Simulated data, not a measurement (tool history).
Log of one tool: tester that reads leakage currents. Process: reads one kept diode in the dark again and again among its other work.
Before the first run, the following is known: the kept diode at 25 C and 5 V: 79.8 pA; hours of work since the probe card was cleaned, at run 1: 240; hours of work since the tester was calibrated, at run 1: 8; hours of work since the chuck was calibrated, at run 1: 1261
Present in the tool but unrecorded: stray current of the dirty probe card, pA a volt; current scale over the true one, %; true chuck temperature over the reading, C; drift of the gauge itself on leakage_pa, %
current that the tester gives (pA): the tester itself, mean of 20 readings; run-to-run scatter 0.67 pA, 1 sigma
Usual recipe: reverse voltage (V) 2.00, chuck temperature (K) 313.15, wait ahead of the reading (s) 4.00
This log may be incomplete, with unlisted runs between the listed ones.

run	hour	reverse voltage (V)	chuck temperature (K)	wait ahead of the reading (s)	hours of work since the probe card was cleaned	hours of work since the tester was calibrated	hours of work since the chuck was calibrated	current that the tester gives (pA)
1	0.0	2.00	313.15	4.00	240	8	1261	237.44
2	24.2	2.00	313.15	4.00	255	22	1276	237.24
3	51.3	2.00	313.15	4.00	272	39	1292	236.87
4	86.2	1.83	313.15	4.00	293	60	1314	229.67
5	114.2	1.83	313.15	4.00	310	77	1331	229.86
6	133.5	1.83	313.15	4.00	322	89	1343	229.45
7	163.1	1.83	313.15	4.00	340	107	1361	229.00
8	185.3	2.00	313.15	4.00	353	121	1374	237.87
9	206.2	2.00	295.15	4.00	366	134	1387	46.88
10	227.6	2.00	295.15	4.00	379	147	1400	47.03
11	244.5	2.00	313.15	4.00	390	157	1411	237.75
12	277.1	2.00	313.15	4.00	409	177	1430	237.76
13	308.0	2.00	313.15	4.00	428	196	1449	239.33
14	339.6	2.00	313.15	4.00	448	215	1469	239.37
15	367.1	2.00	317.15	4.00	465	232	1485	332.71
16	394.5	2.00	313.15	7.34	481	249	1502	239.08
17	430.9	2.00	313.15	7.34	503	271	1524	240.43
18	462.3	9.07	313.15	4.00	523	290	1544	410.58
19	486.0	1.43	313.15	0.76	537	305	1558	212.91
# hour 490.5: probe card cleaned and baked
20	517.0	7.01	297.15	0.76	16	322	1575	92.47
21	538.5	14.98	316.15	2.85	29	335	1588	633.09
22	574.6	2.00	308.15	4.00	51	357	1610	155.96
# hour 593.4: probe card cleaned and baked, once more
23	604.3	2.00	300.15	4.00	7	373	1627	75.74
24	624.9	10.06	325.15	0.67	19	386	1639	1143.12
25	649.3	11.05	295.15	2.29	34	401	1654	86.91
26	678.3	11.05	295.15	2.29	52	418	1672	87.14
27	713.6	1.49	313.15	1.57	73	440	1693	216.97
28	736.8	4.60	294.15	7.56	88	454	1708	58.16

Run 29, settings as shown, results not yet in. Your forecast:
29	771.3	4.60	294.15	7.56	109	475	1729	?

{"run 29": {"current that the tester gives (pA)": 58.07}}
Minus the tool's unlogged condition, the same run would have read current that the tester gives (pA) 53.06.
